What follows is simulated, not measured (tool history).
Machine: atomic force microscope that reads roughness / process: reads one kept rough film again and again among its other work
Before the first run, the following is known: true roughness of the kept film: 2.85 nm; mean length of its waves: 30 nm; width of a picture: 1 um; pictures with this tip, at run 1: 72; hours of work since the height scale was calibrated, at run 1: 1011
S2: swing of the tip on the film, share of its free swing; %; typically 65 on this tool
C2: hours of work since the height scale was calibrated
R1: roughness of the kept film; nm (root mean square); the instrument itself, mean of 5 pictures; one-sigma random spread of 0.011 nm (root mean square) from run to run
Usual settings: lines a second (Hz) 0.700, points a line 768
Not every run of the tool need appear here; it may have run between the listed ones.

{"run": 1, "hour": 0.0, "lines a second (Hz)": 0.7, "S2": 65, "points a line": 768, "pictures with this tip": 72, "C2": 1011, "R1": 2.602}
{"hour": 12.6, "done": "new tip fitted"}
{"run": 2, "hour": 74.5, "lines a second (Hz)": 1.839, "S2": 65, "points a line": 768, "pictures with this tip": 69, "C2": 1051, "R1": 2.506}
{"hour": 92.6, "done": "new tip fitted"}
{"run": 3, "hour": 147.6, "lines a second (Hz)": 1.839, "S2": 65, "points a line": 768, "pictures with this tip": 61, "C2": 1089, "R1": 2.508}
{"hour": 170.7, "done": "new tip fitted"}
{"run": 4, "hour": 223.3, "lines a second (Hz)": 1.839, "S2": 65, "points a line": 768, "pictures with this tip": 59, "C2": 1129, "R1": 2.506}
{"hour": 250.1, "done": "new tip fitted"}
{"run": 5, "hour": 258.9, "lines a second (Hz)": 1.839, "S2": 65, "points a line": 768, "pictures with this tip": 10, "C2": 1148, "R1": 2.523}
{"run": 6, "hour": 309.7, "lines a second (Hz)": 0.7, "S2": 65, "points a line": 768, "pictures with this tip": 66, "C2": 1175, "R1": 2.597}
{"hour": 331.9, "done": "new tip fitted"}
{"run": 7, "hour": 394.5, "lines a second (Hz)": 0.882, "S2": 65, "points a line": 768, "pictures with this tip": 69, "C2": 1220, "R1": 2.609}
{"hour": 415.7, "done": "new tip fitted"}
{"run": 8, "hour": 476.9, "lines a second (Hz)": 0.7, "S2": 65, "points a line": 768, "pictures with this tip": 68, "C2": 1264, "R1": 2.606}
{"hour": 494.6, "done": "new tip fitted"}
{"run": 9, "hour": 515.6, "lines a second (Hz)": 0.7, "S2": 65, "points a line": 768, "pictures with this tip": 24, "C2": 1284, "R1": 2.592}
{"run": 10, "hour": 569.7, "lines a second (Hz)": 0.7, "S2": 65, "points a line": 768, "pictures with this tip": 84, "C2": 1313, "R1": 2.604}
{"hour": 575.5, "done": "new tip fitted"}
{"hour": 654.9, "done": "new tip fitted"}
{"run": 11, "hour": 656.4, "lines a second (Hz)": 0.7, "S2": 65, "points a line": 308, "pictures with this tip": 2, "C2": 1359, "R1": 2.589}
{"hour": 732.6, "done": "new tip fitted"}
{"run": 12, "hour": 739.5, "lines a second (Hz)": 0.7, "S2": 65, "points a line": 308, "pictures with this tip": 8, "C2": 1403, "R1": 2.59}
{"run": 13, "hour": 789.9, "lines a second (Hz)": 0.7, "S2": 65, "points a line": 308, "pictures with this tip": 64, "C2": 1430, "R1": 2.57}
{"hour": 811.2, "done": "new tip fitted"}
{"run": 14, "hour": 854.4, "lines a second (Hz)": 1.28, "S2": 65, "points a line": 768, "pictures with this tip": 48, "C2": 1464, "R1": 2.555}
{"hour": 890.6, "done": "new tip fitted"}
{"run": 15, "hour": 903.1, "lines a second (Hz)": 0.801, "S2": 65, "points a line": 768, "pictures with this tip": 14, "C2": 1489, "R1": 2.591}
{"run": 16, "hour": 961.1, "lines a second (Hz)": 0.7, "S2": 65, "points a line": 768, "pictures with this tip": 78, "C2": 1520, "R1": 2.602}
{"hour": 972.7, "done": "new tip fitted"}
{"run": 17, "hour": 1013.1, "lines a second (Hz)": 0.825, "S2": 65, "points a line": 768, "pictures with this tip": 45, "C2": 1548, "R1": 2.591}
{"hour": 1052.7, "done": "new tip fitted"}
{"run": 18, "hour": 1083.7, "lines a second (Hz)": 2.207, "S2": 79, "points a line": 364, "pictures with this tip": 34, "C2": 1585, "R1": 2.262}
{"run": 19, "hour": 1123.9, "lines a second (Hz)": 2.207, "S2": 79, "points a line": 364, "pictures with this tip": 79, "C2": 1607, "R1": 2.272}
{"hour": 1130.7, "done": "new tip fitted"}
{"run": 20, "hour": 1163.7, "lines a second (Hz)": 2.207, "S2": 79, "points a line": 364, "pictures with this tip": 37, "C2": 1627, "R1": 2.278}
{"hour": 1211.1, "done": "new tip fitted"}
{"run": 21, "hour": 1214.5, "lines a second (Hz)": 2.207, "S2": 79, "points a line": 364, "pictures with this tip": 4, "C2": 1654, "R1": 2.275}
{"run": 22, "hour": 1267.9, "lines a second (Hz)": 3.944, "S2": 79, "points a line": 335, "pictures with this tip": 63, "C2": 1683, "R1": 2.043}
{"hour": 1294.0, "done": "new tip fitted"}
{"run": 23, "hour": 1336.4, "lines a second (Hz)": 1.2, "S2": 58, "points a line": 768, "pictures with this tip": 48, "C2": 1719, "R1": 2.636}
{"hour": 1374.0, "done": "new tip fitted"}
{"hour": 1392.4, "done": "height scale calibrated on a step standard"}
{"run": 24, "hour": 1418.8, "lines a second (Hz)": 1.603, "S2": 66, "points a line": 835, "pictures with this tip": 48, "C2": 14, "R1": 2.531}
{"hour": 1454.6, "done": "new tip fitted"}
{"run": 25, "hour": 1496.6, "lines a second (Hz)": 1.603, "S2": 79, "points a line": 278, "pictures with this tip": 46, "C2": 55, "R1": 2.361}
{"hour": 1536.8, "done": "new tip fitted"}
{"run": 26, "hour": 1552.1, "lines a second (Hz)": 0.569, "S2": 79, "points a line": 574, "pictures with this tip": 17, "C2": 85, "R1": 2.576}
{"run": 27, "hour": 1610.0, "lines a second (Hz)": 1.739, "S2": 69, "points a line": 357, "pictures with this tip": 81, "C2": 115, "R1": 2.469}
{"hour": 1618.2, "done": "new tip fitted"}
{"run": 28, "hour": 1659.1, "lines a second (Hz)": 0.574, "S2": 65, "points a line": 768, "pictures with this tip": 45, "C2": 141, "R1": 2.612}
{"hour": 1697.1, "done": "new tip fitted"}
{"run": 29, "hour": 1711.0, "lines a second (Hz)": 0.793, "S2": 82, "points a line": 293, "pictures with this tip": 15, "C2": 169, "R1": 2.477}
{"run": 30, "hour": 1769.6, "lines a second (Hz)": 1.658, "S2": 89, "points a line": 312, "pictures with this tip": 80, "C2": 200, "R1": 2.206}
{"hour": 1776.1, "done": "new tip fitted"}
{"run": 31, "hour": 1843.6, "lines a second (Hz)": 3.218, "S2": 78, "points a line": 583, "pictures with this tip": 75, "C2": 239, "R1": 2.172}
{"hour": 1854.0, "done": "new tip fitted"}
{"run": 32, "hour": 1924.5, "lines a second (Hz)": 3.218, "S2": 78, "points a line": 583, "pictures with this tip": 78, "C2": 282, "R1": 2.177}
{"hour": 1931.8, "done": "new tip fitted"}
{"run": 33, "hour": 1961.8, "lines a second (Hz)": 3.218, "S2": 89, "points a line": 583, "pictures with this tip": 33, "C2": 302, "R1": 1.935}

5 ways to go on from here, each from the tool as it stands after run 33. What would each give?
{"hour": 2012.1, "done": "new tip fitted"}
{"run": "A", "hour": 2023.1, "lines a second (Hz)": 3.218, "S2": 89, "points a line": 546, "pictures with this tip": 12, "C2": 334, "R1": "?"}
{"hour": 2012.1, "done": "new tip fitted"}
{"run": "B", "hour": 2023.1, "lines a second (Hz)": 0.852, "S2": 83, "points a line": 583, "pictures with this tip": 12, "C2": 334, "R1": "?"}
{"hour": 2012.1, "done": "new tip fitted"}
{"run": "C", "hour": 2023.1, "lines a second (Hz)": 1.747, "S2": 55, "points a line": 568, "pictures with this tip": 12, "C2": 334, "R1": "?"}
{"hour": 2012.1, "done": "new tip fitted"}
{"run": "D", "hour": 2023.1, "lines a second (Hz)": 0.621, "S2": 82, "points a line": 377, "pictures with this tip": 12, "C2": 334, "R1": "?"}
{"hour": 2012.1, "done": "new tip fitted"}
{"run": "E", "hour": 2023.1, "lines a second (Hz)": 1.301, "S2": 56, "points a line": 442, "pictures with this tip": 12, "C2": 334, "R1": "?"}

run=A R1=1.929
run=B R1=2.472
run=C R1=2.599
run=D R1=2.530
run=E R1=2.601
Without the tool's unlogged condition, the same runs would have read:
run=A R1=1.930
run=B R1=2.474
run=C R1=2.600
run=D R1=2.532
run=E R1=2.603

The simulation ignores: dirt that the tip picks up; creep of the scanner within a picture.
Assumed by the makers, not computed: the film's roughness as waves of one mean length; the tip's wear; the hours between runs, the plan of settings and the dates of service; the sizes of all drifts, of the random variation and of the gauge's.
